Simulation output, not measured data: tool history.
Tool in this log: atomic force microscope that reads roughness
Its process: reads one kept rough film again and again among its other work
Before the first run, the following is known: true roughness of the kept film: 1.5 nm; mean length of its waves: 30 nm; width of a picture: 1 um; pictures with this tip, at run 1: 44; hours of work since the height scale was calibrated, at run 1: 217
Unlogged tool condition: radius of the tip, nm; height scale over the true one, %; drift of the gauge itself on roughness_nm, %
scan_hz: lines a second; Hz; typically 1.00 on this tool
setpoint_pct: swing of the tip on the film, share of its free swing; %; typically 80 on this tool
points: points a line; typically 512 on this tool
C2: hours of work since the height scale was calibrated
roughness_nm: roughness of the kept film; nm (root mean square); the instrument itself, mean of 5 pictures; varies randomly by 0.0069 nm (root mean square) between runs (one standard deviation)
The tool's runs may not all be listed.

run 1 day=0.000 | scan_hz=1.00 setpoint_pct=80 points=512 | pictures_with_this_tip=44 C2=217 | roughness_nm=1.381
run 2 day=0.708 | scan_hz=1.00 setpoint_pct=80 points=512 | pictures_with_this_tip=74 C2=226 | roughness_nm=1.380
run 3 day=1.629 | scan_hz=2.15 setpoint_pct=80 points=512 | pictures_with_this_tip=113 C2=237 | roughness_nm=1.322
run 4 day=2.696 | scan_hz=2.15 setpoint_pct=80 points=512 | pictures_with_this_tip=157 C2=250 | roughness_nm=1.304
run 5 day=3.379 | scan_hz=1.00 setpoint_pct=80 points=512 | pictures_with_this_tip=186 C2=259 | roughness_nm=1.341
run 6 day=4.454 | scan_hz=1.00 setpoint_pct=84 points=512 | pictures_with_this_tip=231 C2=272 | roughness_nm=1.317
-- day=4.588 height scale calibrated on a step standard
run 7 day=5.083 | scan_hz=1.00 setpoint_pct=84 points=512 | pictures_with_this_tip=256 C2=6 | roughness_nm=1.316

What does the tool deliver on the next run?
run 8 day=5.729 | scan_hz=1.00 setpoint_pct=84 points=512 | pictures_with_this_tip=283 C2=14 | roughness_nm=?

roughness_nm: 1.302 nm (root mean square)
If the tool had no hidden condition, the same run with the same run-to-run variation would have returned roughness_nm 1.403 nm (root mean square).
